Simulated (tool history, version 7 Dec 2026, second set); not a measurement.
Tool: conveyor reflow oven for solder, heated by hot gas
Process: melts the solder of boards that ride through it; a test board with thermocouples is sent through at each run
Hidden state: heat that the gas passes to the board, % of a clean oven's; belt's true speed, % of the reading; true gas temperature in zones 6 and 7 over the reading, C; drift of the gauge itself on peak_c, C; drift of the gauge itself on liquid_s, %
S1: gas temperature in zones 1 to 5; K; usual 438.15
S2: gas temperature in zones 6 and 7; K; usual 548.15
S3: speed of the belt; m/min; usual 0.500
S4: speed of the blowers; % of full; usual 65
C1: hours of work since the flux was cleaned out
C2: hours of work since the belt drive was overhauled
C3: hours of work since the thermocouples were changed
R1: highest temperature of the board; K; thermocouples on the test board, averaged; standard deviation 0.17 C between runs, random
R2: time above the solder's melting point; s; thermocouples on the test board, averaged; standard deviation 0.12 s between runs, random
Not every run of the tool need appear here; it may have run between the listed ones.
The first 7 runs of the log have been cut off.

run    hour      S1      S2     S3  S4   C1    C2   C3      R1    R2
  8   408.6  438.15  548.15  0.500  65  136   655   27  534.85  68.1
  9   472.0  438.15  548.15  0.500  65  165   684   55  534.55  68.2
 10   536.1  438.15  555.15  0.500  65  194   713   85  541.25  71.8
 11   567.3  438.15  548.15  0.452  65  209   727   99  537.55  78.2
 12   609.8  440.15  548.15  0.500  65  228   747  118  534.65  68.9
 13   645.5  438.15  548.15  0.500  80  244   763  135  536.25  69.9
 14   691.8  438.15  548.15  0.500  80  265   784  156  536.15  69.6
 15   743.4  438.15  548.15  0.500  80  289   808  179  536.45  69.6
 16   792.2  427.15  537.15  0.500  65  311   830  201  522.45  56.0
 17   854.5  449.15  548.15  0.500  68  339   858  230  535.95  73.0
 18   887.3  451.15  547.15  0.593  62  354   873  245  528.85  57.4
 19   923.7  451.15  547.15  0.593  62  371   890  261  528.55  57.2
 20   984.6  451.15  547.15  0.412  62  399   918  289  538.45  92.1
 21  1044.3  439.15  547.15  0.510  79  426   945  316  533.95  67.1
     1072.0  -- flux residue cleaned out of gas plates and filters
 22  1080.3  439.15  547.15  0.510  79    4   959  330  535.35  68.5
 23  1122.5  426.15  557.15  0.407  77   23   978  350  549.05  91.5
 24  1197.5  438.15  553.15  0.500  67   57  1012  384  539.25  71.8
 25  1271.6  432.15  545.15  0.412  52   91  1046  418  534.15  82.0
 26  1325.1  452.15  555.15  0.500  65  115  1070  442  542.45  77.9
 27  1391.0  452.15  557.15  0.500  65  145  1101  472  544.15  78.9
 28  1427.2  438.15  548.15  0.439  62  162  1117  488  537.05  81.3
 29  1501.2  438.15  548.15  0.439  62  196  1151  522  537.15  80.9
 30  1570.5  438.15  548.15  0.439  62  227  1182  554  536.75  81.0

Predict each of these 5 candidate next runs independently; none follows another, all start after run 30:
  A  1613.1  438.15  548.15  0.587  65  247  1202  573   ?   ?
  B  1613.1  438.15  548.15  0.550  51  247  1202  573   ?   ?
  C  1613.1  438.15  548.15  0.511  58  247  1202  573   ?   ?
  D  1613.1  438.15  547.15  0.500  65  247  1202  573   ?   ?
  E  1613.1  438.15  548.15  0.410  57  247  1202  573   ?   ?

run      R1    R2
  A  528.45  53.7
  B  527.55  56.8
  C  531.85  65.2
  D  532.65  67.8
  E  537.75  87.7
Take away the tool's hidden state, keep each run's random variation, and the runs would have read:
run      R1    R2
  A  530.25  53.5
  B  529.15  56.4
  C  533.45  64.5
  D  534.45  67.1
  E  539.45  86.4
